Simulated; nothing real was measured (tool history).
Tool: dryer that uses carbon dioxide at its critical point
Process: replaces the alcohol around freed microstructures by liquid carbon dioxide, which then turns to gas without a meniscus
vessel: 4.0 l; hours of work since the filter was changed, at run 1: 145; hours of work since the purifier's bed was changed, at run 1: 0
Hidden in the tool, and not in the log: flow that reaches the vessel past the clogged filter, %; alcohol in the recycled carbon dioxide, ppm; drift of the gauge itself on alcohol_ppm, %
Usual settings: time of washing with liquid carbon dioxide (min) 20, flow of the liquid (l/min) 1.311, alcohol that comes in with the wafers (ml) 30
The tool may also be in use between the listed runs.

run    day  time of washing with liquid carbon dioxide (min)  flow of the liquid (l/min)  alcohol that comes in with the wafers (ml)  hours of work since the filter was changed  hours of work since the purifier's bed was changed  alcohol left in the vessel before it's heated (ppm by volume)
  1      0                                                20                       1.311                                          30                                         145                                                   0                                                             34
  2  0.342                                                28                       1.311                                          30                                         149                                                   4                                                             14
  3  0.588                                                20                       1.311                                          30                                         152                                                   7                                                             30
  4  0.867                                                20                        1.39                                          30                                         155                                                  10                                                             35
  5  1.054                                                20                        1.39                                          30                                         157                                                  12                                                             23
  6  1.379                                                20                        1.09                                          30                                         161                                                  16                                                             86
  7  1.746                                                20                        1.09                                          82                                         165                                                  21                                                            236
  8   1.95                                                20                        1.09                                          82                                         168                                                  23                                                            227
  9  2.267                                                26                        1.09                                         114                                         171                                                  27                                                             92
 10  2.612                                                20                        1.26                                          46                                         175                                                  31                                                             63
 11  2.983                                                28                       1.311                                          22                                         180                                                  35                                                             15
 12  3.367                                                28                       1.311                                          22                                         184                                                  40                                                              2
 13  3.821                                                12                       1.311                                          86                                         189                                                  45                                                            876
 14  4.075                                                12                       1.311                                          86                                         192                                                  48                                                            858

Run 15 comes next. What will it give?
 15  4.533                                                21                        1.69                                          60                                         198                                                  53                                                              ?

Run 15 gave alcohol left in the vessel before it's heated (ppm by volume) 27.
Without the tool's hidden state the same run would have given alcohol left in the vessel before it's heated (ppm by volume) 14.
